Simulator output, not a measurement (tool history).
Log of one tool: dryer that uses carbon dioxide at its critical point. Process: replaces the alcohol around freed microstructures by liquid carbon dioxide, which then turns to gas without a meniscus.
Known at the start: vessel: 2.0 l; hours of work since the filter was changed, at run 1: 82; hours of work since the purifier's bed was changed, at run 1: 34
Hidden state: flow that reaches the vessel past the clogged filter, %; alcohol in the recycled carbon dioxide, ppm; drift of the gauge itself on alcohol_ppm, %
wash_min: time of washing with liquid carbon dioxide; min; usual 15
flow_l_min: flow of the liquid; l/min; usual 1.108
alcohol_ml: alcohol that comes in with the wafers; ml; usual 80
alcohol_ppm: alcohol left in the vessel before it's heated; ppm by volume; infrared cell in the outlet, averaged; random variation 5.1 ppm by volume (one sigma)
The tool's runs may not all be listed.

| run | hour | wash_min | flow_l_min | alcohol_ml | hours of work since the filter was changed | hours of work since the purifier's bed was changed | alcohol_ppm |
|---|---|---|---|---|---|---|---|
| 1 | 0 | 15 | 1.108 | 80 | 82 | 34 | 106 |
| 2 | 28.8 | 15 | 1.108 | 80 | 102 | 54 | 137 |
| 3 | 80.4 | 15 | 1.108 | 80 | 139 | 91 | 164 |
| 4 | 132.9 | 15 | 1.108 | 80 | 176 | 128 | 204 |
| 5 | 191.3 | 15 | 1.108 | 80 | 217 | 170 | 259 |
| 6 | 222.8 | 16 | 1.108 | 80 | 240 | 192 | 211 |
|  | 241.2 | inlet filter changed |
| 7 | 275.2 | 16 | 1.108 | 80 | 24 | 228 | 134 |
| 8 | 324.3 | 23 | 0.68 | 21 | 59 | 263 | 137 |
| 9 | 361.4 | 23 | 0.68 | 21 | 85 | 290 | 151 |
| 10 | 405.2 | 12 | 1.108 | 48 | 116 | 321 | 340 |
| 11 | 459.2 | 12 | 1.108 | 48 | 155 | 359 | 375 |
| 12 | 492.7 | 23 | 1.108 | 55 | 179 | 383 | 163 |
| 13 | 526.6 | 18 | 1.56 | 55 | 203 | 407 | 177 |

5 ways to go on from here, each from the tool as it stands after run 13. What would each give?
| A | 551.4 | 15 | 1.05 | 30 | 220 | 424 | ? |
| B | 551.4 | 12 | 1.56 | 55 | 220 | 424 | ? |
| C | 551.4 | 15 | 1.53 | 54 | 220 | 424 | ? |
| D | 551.4 | 13 | 1.108 | 20 | 220 | 424 | ? |
| E | 551.4 | 12 | 1.71 | 23 | 220 | 424 | ? |

| run | alcohol_ppm |
|---|---|
| A | 254 |
| B | 225 |
| C | 176 |
| D | 259 |
| E | 186 |
Without the tool's hidden state the same runs would have given:
| run | alcohol_ppm |
|---|---|
| A | 36 |
| B | 20 |
| C | 0 |
| D | 47 |
| E | 9 |

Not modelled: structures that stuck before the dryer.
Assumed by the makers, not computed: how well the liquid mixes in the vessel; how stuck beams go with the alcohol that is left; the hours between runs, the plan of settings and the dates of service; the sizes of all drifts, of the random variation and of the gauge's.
